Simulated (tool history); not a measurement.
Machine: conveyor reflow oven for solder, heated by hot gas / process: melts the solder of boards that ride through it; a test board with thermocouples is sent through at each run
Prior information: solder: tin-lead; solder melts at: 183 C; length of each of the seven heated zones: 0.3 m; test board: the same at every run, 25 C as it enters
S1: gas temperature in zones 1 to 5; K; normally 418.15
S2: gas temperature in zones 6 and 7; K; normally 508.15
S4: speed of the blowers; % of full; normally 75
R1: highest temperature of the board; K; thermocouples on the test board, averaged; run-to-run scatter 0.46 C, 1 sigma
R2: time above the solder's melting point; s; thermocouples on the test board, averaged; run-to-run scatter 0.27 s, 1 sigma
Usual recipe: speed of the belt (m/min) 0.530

run 1 day=0.000 | S1=418.15 S2=508.15 speed_of_the_belt_(m/min)=0.530 S4=75 | R1=493.85 R2=56.9
run 2 day=2.721 | S1=418.15 S2=508.15 speed_of_the_belt_(m/min)=0.601 S4=75 | R1=490.85 R2=47.2
run 3 day=5.050 | S1=418.15 S2=508.15 speed_of_the_belt_(m/min)=0.601 S4=75 | R1=490.45 R2=47.2
run 4 day=7.588 | S1=418.15 S2=512.15 speed_of_the_belt_(m/min)=0.601 S4=75 | R1=494.35 R2=49.7
-- day=9.550 belt drive overhauled, speed set with a stopwatch
run 5 day=9.758 | S1=418.15 S2=512.15 speed_of_the_belt_(m/min)=0.601 S4=75 | R1=493.45 R2=49.5
run 6 day=12.942 | S1=418.15 S2=512.15 speed_of_the_belt_(m/min)=0.601 S4=75 | R1=493.25 R2=49.5
run 7 day=15.717 | S1=418.15 S2=512.15 speed_of_the_belt_(m/min)=0.601 S4=75 | R1=493.05 R2=49.7
run 8 day=17.242 | S1=418.15 S2=508.15 speed_of_the_belt_(m/min)=0.530 S4=75 | R1=493.05 R2=56.9
run 9 day=20.258 | S1=418.15 S2=508.15 speed_of_the_belt_(m/min)=0.530 S4=75 | R1=493.35 R2=56.8
-- day=20.629 belt drive overhauled, speed set with a stopwatch, once more
run 10 day=22.304 | S1=405.15 S2=508.15 speed_of_the_belt_(m/min)=0.530 S4=75 | R1=489.65 R2=48.8
run 11 day=25.358 | S1=405.15 S2=508.15 speed_of_the_belt_(m/min)=0.530 S4=75 | R1=490.15 R2=48.5
run 12 day=27.904 | S1=405.15 S2=508.15 speed_of_the_belt_(m/min)=0.530 S4=75 | R1=490.05 R2=48.6
-- day=28.662 flux residue cleaned out of gas plates and filters
run 13 day=30.354 | S1=427.15 S2=508.15 speed_of_the_belt_(m/min)=0.530 S4=75 | R1=494.85 R2=59.5
run 14 day=32.717 | S1=427.15 S2=508.15 speed_of_the_belt_(m/min)=0.454 S4=75 | R1=497.55 R2=72.1
run 15 day=35.242 | S1=427.15 S2=508.15 speed_of_the_belt_(m/min)=0.454 S4=75 | R1=498.45 R2=72.0
run 16 day=37.029 | S1=427.15 S2=508.15 speed_of_the_belt_(m/min)=0.454 S4=75 | R1=497.35 R2=72.1
run 17 day=38.358 | S1=416.15 S2=508.15 speed_of_the_belt_(m/min)=0.454 S4=63 | R1=494.25 R2=65.1
run 18 day=40.817 | S1=423.15 S2=518.15 speed_of_the_belt_(m/min)=0.516 S4=59 | R1=499.55 R2=62.1
run 19 day=42.212 | S1=423.15 S2=518.15 speed_of_the_belt_(m/min)=0.516 S4=59 | R1=499.65 R2=62.7
run 20 day=43.967 | S1=412.15 S2=500.15 speed_of_the_belt_(m/min)=0.512 S4=50 | R1=479.25 R2=43.2
run 21 day=46.683 | S1=426.15 S2=497.15 speed_of_the_belt_(m/min)=0.628 S4=87 | R1=481.25 R2=41.9
run 22 day=49.371 | S1=426.15 S2=497.15 speed_of_the_belt_(m/min)=0.628 S4=87 | R1=481.85 R2=42.0
run 23 day=50.946 | S1=426.15 S2=511.15 speed_of_the_belt_(m/min)=0.628 S4=89 | R1=493.15 R2=49.2
run 24 day=53.175 | S1=419.15 S2=516.15 speed_of_the_belt_(m/min)=0.486 S4=90 | R1=503.95 R2=67.5
run 25 day=55.575 | S1=419.15 S2=516.15 speed_of_the_belt_(m/min)=0.486 S4=90 | R1=502.55 R2=68.1
run 26 day=57.988 | S1=419.15 S2=516.15 speed_of_the_belt_(m/min)=0.486 S4=90 | R1=503.15 R2=67.8
run 27 day=60.596 | S1=419.15 S2=516.15 speed_of_the_belt_(m/min)=0.486 S4=90 | R1=503.35 R2=67.4
-- day=63.438 flux residue cleaned out of gas plates and filters
run 28 day=63.712 | S1=404.15 S2=516.15 speed_of_the_belt_(m/min)=0.486 S4=85 | R1=502.45 R2=61.8
run 29 day=65.442 | S1=409.15 S2=516.15 speed_of_the_belt_(m/min)=0.486 S4=53 | R1=496.05 R2=58.9
run 30 day=67.346 | S1=412.15 S2=498.15 speed_of_the_belt_(m/min)=0.450 S4=78 | R1=486.45 R2=60.6
run 31 day=70.296 | S1=418.15 S2=520.15 speed_of_the_belt_(m/min)=0.474 S4=75 | R1=505.25 R2=70.3

Had the tool no unlogged condition, and each run kept its random variation, what would the results have been?
Hidden state present: heat that the gas passes to the board, % of a clean oven's; belt's true speed, % of the reading; true gas temperature in zones 6 and 7 over the reading, C; drift of the gauge itself on peak_c, C; drift of the gauge itself on liquid_s, %.
run=1 R1=493.45 R2=55.5
run=2 R1=490.55 R2=46.0
run=3 R1=490.45 R2=46.0
run=4 R1=494.45 R2=48.5
run=5 R1=493.55 R2=48.2
run=6 R1=493.55 R2=48.2
run=7 R1=493.55 R2=48.5
run=8 R1=493.65 R2=55.6
run=9 R1=494.15 R2=55.5
run=10 R1=491.65 R2=50.3
run=11 R1=492.35 R2=50.2
run=12 R1=492.35 R2=50.4
run=13 R1=495.75 R2=59.8
run=14 R1=498.65 R2=72.4
run=15 R1=499.75 R2=72.3
run=16 R1=498.75 R2=72.3
run=17 R1=495.75 R2=65.6
run=18 R1=501.15 R2=62.5
run=19 R1=501.25 R2=63.1
run=20 R1=480.95 R2=44.5
run=21 R1=483.35 R2=43.2
run=22 R1=484.05 R2=43.3
run=23 R1=495.65 R2=50.0
run=24 R1=506.55 R2=67.9
run=25 R1=505.25 R2=68.5
run=26 R1=506.05 R2=68.2
run=27 R1=506.45 R2=67.8
run=28 R1=504.15 R2=61.6
run=29 R1=497.65 R2=58.9
run=30 R1=488.55 R2=60.9
run=31 R1=507.45 R2=69.9

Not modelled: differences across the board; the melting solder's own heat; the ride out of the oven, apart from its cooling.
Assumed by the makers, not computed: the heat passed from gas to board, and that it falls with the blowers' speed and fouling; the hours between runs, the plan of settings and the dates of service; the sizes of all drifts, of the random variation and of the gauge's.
